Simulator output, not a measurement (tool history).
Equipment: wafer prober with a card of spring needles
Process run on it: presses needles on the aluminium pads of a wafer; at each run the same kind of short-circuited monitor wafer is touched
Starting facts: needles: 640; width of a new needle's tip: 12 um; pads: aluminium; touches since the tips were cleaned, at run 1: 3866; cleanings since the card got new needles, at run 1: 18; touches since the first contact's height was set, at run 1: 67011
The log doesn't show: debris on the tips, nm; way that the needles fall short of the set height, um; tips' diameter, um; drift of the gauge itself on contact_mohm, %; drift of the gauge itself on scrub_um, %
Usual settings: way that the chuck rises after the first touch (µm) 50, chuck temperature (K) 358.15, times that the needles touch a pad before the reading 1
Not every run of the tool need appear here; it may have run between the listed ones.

| run | hour | way that the chuck rises after the first touch (µm) | chuck temperature (K) | times that the needles touch a pad before the reading | touches since the tips were cleaned | cleanings since the card got new needles | touches since the first contact's height was set | resistance of one needle with its contact and lead (mohm) | way that a needle slides on the pad (µm) |
|---|---|---|---|---|---|---|---|---|---|
| 1 | 0 | 50 | 358.15 | 1 | 3866 | 18 | 67011 | 208 | 8.799 |
|  | 11.4 | tips cleaned on abrasive film |
| 2 | 18.6 | 36 | 358.15 | 1 | 3511 | 19 | 76011 | 232 | 6.313 |
|  | 29.5 | tips cleaned on abrasive film |
| 3 | 30.2 | 36 | 358.15 | 1 | 332 | 20 | 81628 | 190 | 6.293 |
| 4 | 41.7 | 36 | 330.15 | 1 | 5944 | 20 | 87240 | 248 | 6.303 |
|  | 48.4 | tips cleaned on abrasive film |
| 5 | 59 | 36 | 330.15 | 1 | 5182 | 21 | 95630 | 241 | 6.288 |
|  | 67.1 | tips cleaned on abrasive film |
| 6 | 67.2 | 36 | 330.15 | 2 | 69 | 22 | 99568 | 169 | 6.288 |
| 7 | 79 | 36 | 330.15 | 2 | 5818 | 22 | 105317 | 218 | 6.289 |
|  | 86.2 | tips cleaned on abrasive film |
| 8 | 90.1 | 50 | 358.15 | 3 | 1923 | 23 | 110705 | 178 | 8.744 |
| 9 | 103.3 | 50 | 358.15 | 3 | 8314 | 23 | 117096 | 187 | 8.747 |
|  | 104.4 | tips cleaned on abrasive film |
| 10 | 113 | 50 | 299.15 | 1 | 4174 | 24 | 121780 | 203 | 8.743 |
|  | 121.1 | height of the first contact set anew |
| 11 | 121.5 | 50 | 299.15 | 1 | 8179 | 24 | 181 | 224 | 8.678 |
|  | 123 | tips cleaned on abrasive film |
| 12 | 134.1 | 50 | 299.15 | 1 | 5409 | 25 | 6295 | 212 | 8.676 |
|  | 141.9 | tips cleaned on abrasive film |
| 13 | 146.6 | 50 | 350.15 | 3 | 2303 | 26 | 12333 | 175 | 8.666 |
|  | 150.2 | height of the first contact set anew, once more |
|  | 160.7 | tips cleaned on abrasive film |
| 14 | 160.7 | 50 | 350.15 | 3 | 0 | 27 | 5051 | 167 | 8.821 |
| 15 | 171.3 | 50 | 350.15 | 3 | 5153 | 27 | 10204 | 184 | 8.821 |
|  | 178.8 | tips cleaned on abrasive film |
| 16 | 179.5 | 57 | 358.15 | 1 | 329 | 28 | 14179 | 175 | 10.052 |
| 17 | 188.9 | 50 | 298.15 | 2 | 4885 | 28 | 18735 | 188 | 8.818 |

Consider 5 possible next runs. They are alternatives, not a sequence: every one starts from the tool as it was left by run 17. What does each give?
|  | 198.2 | tips cleaned on abrasive film |
| A | 204.8 | 50 | 378.15 | 2 | 3212 | 29 | 26468 | ? | ? |
|  | 198.2 | tips cleaned on abrasive film |
| B | 204.8 | 65 | 298.15 | 2 | 3212 | 29 | 26468 | ? | ? |
|  | 198.2 | tips cleaned on abrasive film |
| C | 204.8 | 40 | 324.15 | 1 | 3212 | 29 | 26468 | ? | ? |
|  | 198.2 | tips cleaned on abrasive film |
| D | 204.8 | 50 | 311.15 | 2 | 3212 | 29 | 26468 | ? | ? |
|  | 198.2 | tips cleaned on abrasive film |
| E | 204.8 | 40 | 298.15 | 2 | 3212 | 29 | 26468 | ? | ? |

| run | resistance of one needle with its contact and lead (mohm) | way that a needle slides on the pad (µm) |
|---|---|---|
| A | 196 | 8.807 |
| B | 173 | 11.46 |
| C | 215 | 7.04 |
| D | 184 | 8.807 |
| E | 191 | 7.053 |
With the hidden condition removed and each run's random variation left untouched, the same runs would have given:
| run | resistance of one needle with its contact and lead (mohm) | way that a needle slides on the pad (µm) |
|---|---|---|
| A | 173 | 8.826 |
| B | 153 | 11.479 |
| C | 161 | 7.059 |
| D | 160 | 8.826 |
| E | 157 | 7.072 |
